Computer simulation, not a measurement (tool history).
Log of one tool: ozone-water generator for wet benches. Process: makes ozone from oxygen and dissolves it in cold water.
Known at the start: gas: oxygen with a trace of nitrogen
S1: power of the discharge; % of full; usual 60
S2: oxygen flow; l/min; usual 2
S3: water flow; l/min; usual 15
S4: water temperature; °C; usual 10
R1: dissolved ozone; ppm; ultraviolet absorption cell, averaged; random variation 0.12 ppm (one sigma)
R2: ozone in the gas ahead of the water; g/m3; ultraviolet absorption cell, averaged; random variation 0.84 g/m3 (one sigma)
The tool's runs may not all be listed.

| run | hour | S1 | S2 | S3 | S4 | R1 | R2 |
|---|---|---|---|---|---|---|---|
| 1 | 0 | 60 | 2 | 15 | 10 | 9.9 | 133.1 |
| 2 | 53.5 | 60 | 2 | 15 | 10 | 9.9 | 133.7 |
| 3 | 106 | 60 | 2 | 15 | 10 | 9.9 | 132.8 |
| 4 | 134.1 | 60 | 2 | 15 | 10 | 10 | 133.9 |
| 5 | 177.7 | 60 | 2 | 15 | 10 | 10.1 | 133.6 |
| 6 | 212.9 | 60 | 2 | 15 | 8 | 10.1 | 133.2 |
| 7 | 266.3 | 60 | 2 | 15 | 9 | 10.1 | 131.9 |
| 8 | 325.7 | 60 | 2 | 15 | 9 | 9.9 | 134.2 |
| 9 | 381.4 | 60 | 2 | 15 | 9 | 9.9 | 132.1 |
| 10 | 407.8 | 60 | 2 | 15 | 9 | 9.9 | 133.6 |
| 11 | 445.5 | 60 | 2 | 15 | 9 | 9.9 | 131.8 |
| 12 | 504.4 | 60 | 2 | 15 | 9 | 9.9 | 132.3 |
| 13 | 561.4 | 60 | 2 | 15 | 9 | 10.2 | 133.3 |
| 14 | 596.1 | 60 | 2 | 15 | 9 | 9.8 | 130.8 |
| 15 | 622.7 | 60 | 2 | 15 | 18 | 9.3 | 130.7 |
| 16 | 654.1 | 59 | 1.88 | 11 | 9 | 13.3 | 135.5 |
| 17 | 707.2 | 63 | 1.88 | 11 | 9 | 13.7 | 142.7 |
| 18 | 754.4 | 44 | 1.64 | 12 | 8 | 9.4 | 116.9 |
| 19 | 789.5 | 44 | 1.27 | 12 | 9 | 8.9 | 137.3 |
| 20 | 826.1 | 47 | 1.38 | 15 | 8 | 7.7 | 136.1 |
| 21 | 858.8 | 60 | 2 | 15 | 5 | 10.3 | 131.4 |
| 22 | 915.6 | 60 | 2.97 | 19 | 10 | 8.2 | 102.8 |
| 23 | 947.4 | 60 | 2 | 12 | 10 | 12.2 | 130.2 |
| 24 | 972.4 | 60 | 2 | 17 | 9 | 8.9 | 131.1 |
| 25 | 1000.9 | 60 | 1.14 | 16 | 8 | 8.4 | 187.8 |
| 26 | 1039.5 | 94 | 1.58 | 15 | 10 | 13.5 | 215.5 |
| 27 | 1076.5 | 60 | 1.14 | 11 | 10 | 11.9 | 185 |

4 ways to go on from here, each from the tool as it stands after run 27. What would each give?
| A | 1124.1 | 59 | 1.64 | 23 | 10 | ? | ? |
| B | 1124.1 | 82 | 2 | 9 | 13 | ? | ? |
| C | 1124.1 | 62 | 2.57 | 13 | 10 | ? | ? |
| D | 1124.1 | 50 | 1.14 | 11 | 16 | ? | ? |

| run | R1 | R2 |
|---|---|---|
| A | 6 | 146.3 |
| B | 19.3 | 169.3 |
| C | 11.7 | 115.2 |
| D | 10 | 159 |
Without the tool's hidden state the same runs would have given:
| run | R1 | R2 |
|---|---|---|
| A | 6.5 | 150.1 |
| B | 20.7 | 175 |
| C | 12.6 | 118.4 |
| D | 10.7 | 162.5 |
